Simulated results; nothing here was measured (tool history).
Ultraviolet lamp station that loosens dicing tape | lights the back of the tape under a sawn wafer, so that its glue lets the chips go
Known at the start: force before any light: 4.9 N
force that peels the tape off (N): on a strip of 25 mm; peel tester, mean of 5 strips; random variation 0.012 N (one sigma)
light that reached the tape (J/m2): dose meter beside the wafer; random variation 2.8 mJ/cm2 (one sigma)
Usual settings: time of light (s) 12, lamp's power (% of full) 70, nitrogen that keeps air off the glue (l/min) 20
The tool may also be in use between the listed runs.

run    hour  time of light (s)  lamp's power (% of full)  nitrogen that keeps air off the glue (l/min)  force that peels the tape off (N)  light that reached the tape (J/m2)
  1       0                 12                        70                                            20                              0.776                                3100
  2    19.9                 12                        70                                            20                              0.761                                3050
  3    55.7                 12                        70                                            20                              0.814                                3040
  4    85.1                 12                        70                                            20                               0.83                                3040
  5   117.3                 12                        70                                            20                              0.853                                2900
  6     133                 12                        70                                            20                              0.848                                2940
  7   160.5                 12                        70                                            20                              0.869                                2890
  8   186.3                 12                        70                                            20                              0.903                                2810
  9   211.3                 12                        70                                            20                              0.881                                2780
 10   227.8                 12                        70                                            20                              1.002                                2770
 11   263.5                 12                        70                                            39                              0.659                                2790
 12   298.7                 12                        70                                            39                              0.652                                2700
 13   322.1                 12                        70                                            39                              0.682                                2640
 14   347.3                 12                        79                                            39                               0.57                                2990
 15   362.8                 12                        79                                            39                              0.576                                2920
      373.7  -- window cleaned of glue's vapour
 16     400                 12                        79                                            39                              0.447                                3260
 17   418.6                 12                        79                                            39                              0.453                                3240
 18   441.2                 12                        79                                            39                              0.473                                3210
 19   471.8                 12                        90                                            20                              0.581                                3590
 20     504                 12                        90                                            20                              0.601                                3580
 21   529.8                 12                        90                                            20                              0.619                                3470
 22   566.1                 12                        90                                            20                               0.67                                3420
 23   582.4                 12                        91                                            19                              0.647                                3450
 24   606.6                 12                        91                                            19                              0.697                                3390
 25   636.8                 12                        91                                            19                              0.672                                3330
 26   654.3                 20                        91                                             8                              0.575                                5480
 27   679.4                 20                        91                                             8                              0.578                                5440
 28   700.2                 20                        91                                             8                              0.585                                5360
 29   722.6                 20                        91                                             8                              0.574                                5330
 30   748.6                 20                        91                                             8                              0.587                                5260
 31   765.7                 12                        76                                            20                              1.021                                2620
 32   789.2                  9                        70                                            10                              2.187                                1780
      805.9  -- window cleaned of glue's vapour
 33   810.7                  6                        78                                            29                              1.697                                1530
 34   837.2                  6                        78                                            29                              1.664                                1510
 35   858.7                  6                        78                                            29                              1.825                                1430
 36   893.5                 13                        72                                             7                              1.541                                2830
 37   914.3                 10                        86                                             7                              1.741                                2590
 38   942.6                 10                        86                                             9                              1.594                                2550
 39   981.1                 10                        86                                             9                              1.666                                2540
 40  1014.5                 17                        70                                            29                               0.52                                3420
 41    1042                 11                        79                                            12                              1.395                                2440
 42  1065.4                  7                        70                                             7                              2.887                                1360

Forecast each of these 3 alternatives for the next run:
  A  1091                  7                        69                                             7                                  ?                                   ?
  B  1091                 10                        86                                            26                                  ?                                   ?
  C  1091                 23                        64                                             8                                  ?                                   ?

run  force that peels the tape off (N)  light that reached the tape (J/m2)
  A                              2.945                                1340
  B                              1.009                                2390
  C                              0.905                                4020
Without the tool's hidden state the same runs would have given:
run  force that peels the tape off (N)  light that reached the tape (J/m2)
  A                              2.088                                2220
  B                              0.406                                3970
  C                              0.362                                6690
